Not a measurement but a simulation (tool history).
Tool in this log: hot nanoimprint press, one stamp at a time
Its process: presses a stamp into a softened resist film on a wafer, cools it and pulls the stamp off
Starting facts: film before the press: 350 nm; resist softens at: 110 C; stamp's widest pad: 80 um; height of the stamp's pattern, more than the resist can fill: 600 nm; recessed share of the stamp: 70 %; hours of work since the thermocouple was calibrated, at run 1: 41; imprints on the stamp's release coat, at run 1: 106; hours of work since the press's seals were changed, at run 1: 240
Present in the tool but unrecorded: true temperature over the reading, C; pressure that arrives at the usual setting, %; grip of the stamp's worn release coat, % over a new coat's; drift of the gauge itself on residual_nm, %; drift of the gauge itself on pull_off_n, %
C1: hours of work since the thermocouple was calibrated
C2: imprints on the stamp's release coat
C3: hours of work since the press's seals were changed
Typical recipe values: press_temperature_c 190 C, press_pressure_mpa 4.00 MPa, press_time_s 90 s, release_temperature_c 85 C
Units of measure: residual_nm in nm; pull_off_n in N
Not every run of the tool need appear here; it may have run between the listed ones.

{"run": 1, "hour": 0.0, "press_temperature_c": 190, "press_pressure_mpa": 4.0, "press_time_s": 90, "release_temperature_c": 85, "C1": 41, "C2": 106, "C3": 240, "residual_nm": 151.0, "pull_off_n": 223}
{"run": 2, "hour": 6.0, "press_temperature_c": 190, "press_pressure_mpa": 4.0, "press_time_s": 90, "release_temperature_c": 85, "C1": 45, "C2": 136, "C3": 245, "residual_nm": 150.5, "pull_off_n": 215}
{"run": 3, "hour": 12.7, "press_temperature_c": 190, "press_pressure_mpa": 4.0, "press_time_s": 90, "release_temperature_c": 85, "C1": 51, "C2": 171, "C3": 250, "residual_nm": 151.1, "pull_off_n": 214}
{"run": 4, "hour": 20.5, "press_temperature_c": 190, "press_pressure_mpa": 4.0, "press_time_s": 90, "release_temperature_c": 85, "C1": 57, "C2": 211, "C3": 256, "residual_nm": 150.1, "pull_off_n": 219}
{"run": 5, "hour": 29.7, "press_temperature_c": 190, "press_pressure_mpa": 4.0, "press_time_s": 90, "release_temperature_c": 85, "C1": 64, "C2": 258, "C3": 263, "residual_nm": 149.7, "pull_off_n": 219}
{"run": 6, "hour": 41.4, "press_temperature_c": 190, "press_pressure_mpa": 4.0, "press_time_s": 90, "release_temperature_c": 85, "C1": 74, "C2": 318, "C3": 273, "residual_nm": 150.8, "pull_off_n": 228}
{"run": 7, "hour": 48.4, "press_temperature_c": 190, "press_pressure_mpa": 4.0, "press_time_s": 90, "release_temperature_c": 85, "C1": 79, "C2": 353, "C3": 278, "residual_nm": 151.2, "pull_off_n": 220}
{"run": 8, "hour": 53.3, "press_temperature_c": 190, "press_pressure_mpa": 4.0, "press_time_s": 90, "release_temperature_c": 85, "C1": 83, "C2": 379, "C3": 282, "residual_nm": 150.0, "pull_off_n": 223}
{"run": 9, "hour": 59.4, "press_temperature_c": 190, "press_pressure_mpa": 4.0, "press_time_s": 90, "release_temperature_c": 90, "C1": 88, "C2": 410, "C3": 287, "residual_nm": 149.5, "pull_off_n": 205}
{"run": 10, "hour": 67.9, "press_temperature_c": 188, "press_pressure_mpa": 4.0, "press_time_s": 90, "release_temperature_c": 90, "C1": 95, "C2": 453, "C3": 294, "residual_nm": 157.7, "pull_off_n": 205}
{"run": 11, "hour": 77.9, "press_temperature_c": 188, "press_pressure_mpa": 4.0, "press_time_s": 90, "release_temperature_c": 73, "C1": 103, "C2": 504, "C3": 302, "residual_nm": 157.0, "pull_off_n": 265}
{"run": 12, "hour": 85.3, "press_temperature_c": 188, "press_pressure_mpa": 4.0, "press_time_s": 90, "release_temperature_c": 92, "C1": 109, "C2": 542, "C3": 308, "residual_nm": 158.6, "pull_off_n": 193}
{"run": 13, "hour": 93.9, "press_temperature_c": 188, "press_pressure_mpa": 4.0, "press_time_s": 90, "release_temperature_c": 92, "C1": 115, "C2": 586, "C3": 315, "residual_nm": 158.0, "pull_off_n": 185}
{"run": 14, "hour": 102.5, "press_temperature_c": 190, "press_pressure_mpa": 4.0, "press_time_s": 90, "release_temperature_c": 85, "C1": 122, "C2": 630, "C3": 321, "residual_nm": 148.6, "pull_off_n": 221}
{"run": 15, "hour": 110.4, "press_temperature_c": 190, "press_pressure_mpa": 4.0, "press_time_s": 66, "release_temperature_c": 85, "C1": 129, "C2": 671, "C3": 328, "residual_nm": 166.0, "pull_off_n": 219}
{"run": 16, "hour": 119.6, "press_temperature_c": 193, "press_pressure_mpa": 4.41, "press_time_s": 132, "release_temperature_c": 89, "C1": 136, "C2": 718, "C3": 335, "residual_nm": 112.2, "pull_off_n": 207}
{"run": 17, "hour": 125.2, "press_temperature_c": 190, "press_pressure_mpa": 6.22, "press_time_s": 90, "release_temperature_c": 85, "C1": 140, "C2": 746, "C3": 339, "residual_nm": 118.0, "pull_off_n": 223}
{"run": 18, "hour": 134.6, "press_temperature_c": 190, "press_pressure_mpa": 6.22, "press_time_s": 90, "release_temperature_c": 85, "C1": 148, "C2": 795, "C3": 347, "residual_nm": 117.4, "pull_off_n": 221}
{"run": 19, "hour": 143.1, "press_temperature_c": 198, "press_pressure_mpa": 6.22, "press_time_s": 109, "release_temperature_c": 85, "C1": 155, "C2": 838, "C3": 354, "residual_nm": 85.7, "pull_off_n": 215}
{"run": 20, "hour": 155.1, "press_temperature_c": 198, "press_pressure_mpa": 6.22, "press_time_s": 109, "release_temperature_c": 85, "C1": 164, "C2": 899, "C3": 363, "residual_nm": 86.7, "pull_off_n": 226}
{"run": 21, "hour": 164.8, "press_temperature_c": 181, "press_pressure_mpa": 6.22, "press_time_s": 109, "release_temperature_c": 85, "C1": 172, "C2": 949, "C3": 371, "residual_nm": 144.4, "pull_off_n": 221}
{"run": 22, "hour": 176.2, "press_temperature_c": 181, "press_pressure_mpa": 6.22, "press_time_s": 109, "release_temperature_c": 85, "C1": 181, "C2": 1007, "C3": 380, "residual_nm": 144.2, "pull_off_n": 228}
{"hour": 188.9, "done": "stamp cleaned and given a new release coat"}
{"run": 23, "hour": 191.5, "press_temperature_c": 181, "press_pressure_mpa": 6.22, "press_time_s": 109, "release_temperature_c": 85, "C1": 188, "C2": 13, "C3": 388, "residual_nm": 144.0, "pull_off_n": 217}
{"run": 24, "hour": 198.4, "press_temperature_c": 190, "press_pressure_mpa": 5.92, "press_time_s": 90, "release_temperature_c": 85, "C1": 194, "C2": 48, "C3": 393, "residual_nm": 120.0, "pull_off_n": 219}
{"run": 25, "hour": 208.0, "press_temperature_c": 197, "press_pressure_mpa": 3.69, "press_time_s": 90, "release_temperature_c": 85, "C1": 201, "C2": 97, "C3": 401, "residual_nm": 127.8, "pull_off_n": 217}
{"run": 26, "hour": 216.0, "press_temperature_c": 184, "press_pressure_mpa": 4.27, "press_time_s": 118, "release_temperature_c": 79, "C1": 208, "C2": 138, "C3": 407, "residual_nm": 156.1, "pull_off_n": 243}
{"run": 27, "hour": 225.6, "press_temperature_c": 190, "press_pressure_mpa": 3.29, "press_time_s": 90, "release_temperature_c": 85, "C1": 215, "C2": 187, "C3": 415, "residual_nm": 163.9, "pull_off_n": 215}
{"run": 28, "hour": 231.2, "press_temperature_c": 189, "press_pressure_mpa": 4.0, "press_time_s": 147, "release_temperature_c": 83, "C1": 220, "C2": 216, "C3": 419, "residual_nm": 126.8, "pull_off_n": 235}
{"run": 29, "hour": 239.4, "press_temperature_c": 190, "press_pressure_mpa": 4.0, "press_time_s": 90, "release_temperature_c": 81, "C1": 227, "C2": 258, "C3": 426, "residual_nm": 145.8, "pull_off_n": 234}

Below, some changes in residual_nm between adjacent runs. For each, the amount present without the hidden state too (settings, incoming material, random variation) and the amount remaining for the hidden state with gauge scatter not shared by both compared results:
Run 15 -> 16: press_temperature_c 190 -> 193, press_pressure_mpa 4.00 -> 4.41, press_time_s 66 -> 132, release_temperature_c 85 -> 89. residual_nm -53.8 nm: hidden state +0.5, all else -54.3.
Run 20 -> 21: press_temperature_c 198 -> 181. residual_nm +57.7 nm: hidden state -0.9, all else +58.6.
Run 25 -> 26: press_temperature_c 197 -> 184, press_pressure_mpa 3.69 -> 4.27, press_time_s 90 -> 118, release_temperature_c 85 -> 79. residual_nm +28.3 nm: hidden state -0.7, all else +29.0.
